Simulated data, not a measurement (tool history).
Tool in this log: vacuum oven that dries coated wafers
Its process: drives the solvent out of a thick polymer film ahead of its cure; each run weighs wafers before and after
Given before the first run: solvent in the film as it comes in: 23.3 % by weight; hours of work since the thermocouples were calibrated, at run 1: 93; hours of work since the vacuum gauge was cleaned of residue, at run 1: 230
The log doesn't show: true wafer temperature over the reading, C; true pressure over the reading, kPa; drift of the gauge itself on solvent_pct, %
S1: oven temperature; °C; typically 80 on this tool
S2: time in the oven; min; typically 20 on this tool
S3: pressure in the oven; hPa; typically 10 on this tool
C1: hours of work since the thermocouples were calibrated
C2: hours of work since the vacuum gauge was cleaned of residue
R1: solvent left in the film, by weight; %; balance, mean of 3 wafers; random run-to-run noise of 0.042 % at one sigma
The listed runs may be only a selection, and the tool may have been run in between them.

| run | hour | S1 | S2 | S3 | C1 | C2 | R1 |
|---|---|---|---|---|---|---|---|
| 1 | 0 | 80 | 20 | 10 | 93 | 230 | 4.5 |
| 2 | 17.4 | 80 | 34 | 10 | 102 | 239 | 1.91 |
| 3 | 30.9 | 80 | 34 | 10 | 109 | 245 | 1.98 |
| 4 | 45.3 | 80 | 20 | 25.7 | 116 | 253 | 5.37 |
| 5 | 54.4 | 80 | 20 | 25.7 | 120 | 257 | 5.35 |
| 6 | 71.5 | 80 | 20 | 25.7 | 129 | 266 | 5.3 |
| 7 | 86.4 | 80 | 20 | 10 | 137 | 273 | 4.42 |
| 8 | 100 | 80 | 30 | 10 | 143 | 280 | 2.43 |
| 9 | 110.8 | 80 | 30 | 10 | 149 | 286 | 2.43 |
| 10 | 129 | 80 | 20 | 10 | 158 | 295 | 4.43 |
| 11 | 139.5 | 80 | 24 | 10 | 163 | 300 | 3.51 |
| 12 | 154 | 80 | 24 | 10 | 171 | 308 | 3.53 |
| 13 | 164.9 | 80 | 24 | 10 | 176 | 313 | 3.44 |
| 14 | 176.8 | 80 | 20 | 10 | 182 | 319 | 4.63 |
|  | 179.9 | vacuum gauge cleaned of residue and calibrated |
| 15 | 194.5 | 80 | 20 | 10 | 190 | 7 | 4.6 |
| 16 | 209.7 | 80 | 20 | 10 | 198 | 15 | 4.61 |
| 17 | 220.9 | 80 | 20 | 10 | 204 | 21 | 4.57 |
| 18 | 239.7 | 80 | 20 | 10 | 213 | 30 | 4.57 |
| 19 | 252 | 80 | 20 | 10 | 219 | 36 | 4.55 |
|  | 262.9 | vacuum gauge cleaned of residue and calibrated, once more |
| 20 | 265.4 | 80 | 20 | 10 | 225 | 1 | 4.52 |
| 21 | 277.3 | 80 | 20 | 10 | 232 | 7 | 4.56 |
| 22 | 292.2 | 80 | 20 | 10 | 239 | 15 | 4.57 |
| 23 | 308.7 | 80 | 20 | 10 | 247 | 23 | 4.6 |
| 24 | 323.2 | 80 | 20 | 10 | 255 | 30 | 4.56 |
| 25 | 333.5 | 73 | 12 | 30.2 | 260 | 36 | 11.22 |
| 26 | 344 | 80 | 20 | 9.8 | 265 | 41 | 4.63 |
| 27 | 360.8 | 80 | 11 | 9.8 | 274 | 49 | 8.47 |
| 28 | 374.1 | 80 | 11 | 9.8 | 280 | 56 | 8.46 |
| 29 | 383.8 | 87 | 26 | 27.2 | 285 | 61 | 2.47 |
| 30 | 393.8 | 87 | 22 | 20.2 | 290 | 66 | 2.78 |
| 31 | 412.4 | 87 | 26 | 20.2 | 300 | 76 | 2.13 |
| 32 | 420.8 | 80 | 22 | 10 | 304 | 80 | 4.08 |
| 33 | 432.9 | 80 | 35 | 8.3 | 310 | 86 | 1.77 |
| 34 | 446.7 | 80 | 11 | 23 | 317 | 93 | 9.15 |
| 35 | 455.2 | 80 | 11 | 23 | 321 | 97 | 9.08 |
| 36 | 468.8 | 80 | 11 | 23 | 328 | 104 | 9.06 |
| 37 | 477.4 | 90 | 30 | 10 | 333 | 108 | 0.89 |
| 38 | 487.1 | 74 | 15 | 5.1 | 337 | 113 | 8.18 |
| 39 | 499.6 | 74 | 15 | 5.1 | 344 | 120 | 8.25 |
| 40 | 517.7 | 80 | 20 | 24.1 | 353 | 129 | 5.44 |
| 41 | 530 | 80 | 20 | 18.2 | 359 | 135 | 5.16 |
| 42 | 541.1 | 73 | 14 | 14.5 | 365 | 141 | 9.6 |
| 43 | 556.6 | 73 | 20 | 30.1 | 373 | 148 | 8.3 |
| 44 | 573.3 | 80 | 26 | 14.6 | 381 | 157 | 3.46 |
| 45 | 584.5 | 77 | 15 | 10.9 | 387 | 162 | 7.5 |
| 46 | 600.8 | 80 | 36 | 11.9 | 395 | 171 | 1.97 |
| 47 | 619.2 | 80 | 36 | 11.9 | 404 | 180 | 1.96 |

Alternative continuations, all from the tool just after run 47; predict every row:
| A | 635.6 | 87 | 14 | 10.7 | 412 | 188 | ? |
| B | 635.6 | 87 | 20 | 13.3 | 412 | 188 | ? |
| C | 635.6 | 80 | 14 | 23.3 | 412 | 188 | ? |
| D | 635.6 | 84 | 15 | 32.8 | 412 | 188 | ? |

| run | R1 |
|---|---|
| A | 4.91 |
| B | 2.97 |
| C | 7.58 |
| D | 6.3 |
Without the tool's unlogged condition, the same runs would have read:
| run | R1 |
|---|---|
| A | 4.58 |
| B | 2.71 |
| C | 7.2 |
| D | 5.93 |

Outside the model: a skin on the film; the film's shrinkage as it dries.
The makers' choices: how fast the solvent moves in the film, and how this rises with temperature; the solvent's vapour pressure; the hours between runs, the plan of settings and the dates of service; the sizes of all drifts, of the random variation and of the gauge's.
